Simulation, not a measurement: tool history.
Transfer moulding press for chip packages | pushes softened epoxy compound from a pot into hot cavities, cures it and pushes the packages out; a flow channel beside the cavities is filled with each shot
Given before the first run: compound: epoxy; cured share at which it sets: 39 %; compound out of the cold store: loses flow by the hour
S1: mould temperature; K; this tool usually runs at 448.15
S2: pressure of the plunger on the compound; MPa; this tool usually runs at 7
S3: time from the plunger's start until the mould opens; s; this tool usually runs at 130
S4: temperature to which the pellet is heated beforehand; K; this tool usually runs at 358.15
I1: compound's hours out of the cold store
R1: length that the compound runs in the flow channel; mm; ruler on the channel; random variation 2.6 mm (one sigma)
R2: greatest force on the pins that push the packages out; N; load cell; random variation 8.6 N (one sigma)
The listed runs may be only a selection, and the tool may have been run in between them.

run 1 day=0.000 | S1=448.15 S2=7 S3=130 S4=358.15 | I1=12.9 | R1=695 R2=379
run 2 day=0.350 | S1=448.15 S2=7 S3=130 S4=358.15 | I1=24.5 | R1=664 R2=384
run 3 day=0.758 | S1=448.15 S2=7 S3=130 S4=358.15 | I1=11.5 | R1=695 R2=398
run 4 day=1.100 | S1=448.15 S2=7 S3=130 S4=358.15 | I1=27.5 | R1=654 R2=381
-- day=1.242 cavities cleaned with cleaning compound and waxed
run 5 day=1.796 | S1=448.15 S2=7 S3=130 S4=358.15 | I1=10.3 | R1=696 R2=374
run 6 day=2.308 | S1=448.15 S2=7 S3=130 S4=358.15 | I1=12.5 | R1=692 R2=379
run 7 day=2.975 | S1=448.15 S2=7 S3=130 S4=358.15 | I1=25.8 | R1=656 R2=377

Run 8 comes next. What will it give?
run 8 day=3.417 | S1=448.15 S2=7 S3=130 S4=358.15 | I1=23.1 | R1=? R2=?

Run 8 yielded R1 661 mm, R2 380 N.
Had the tool carried no hidden state, the very same run would have given R1 661 mm, R2 377 N.
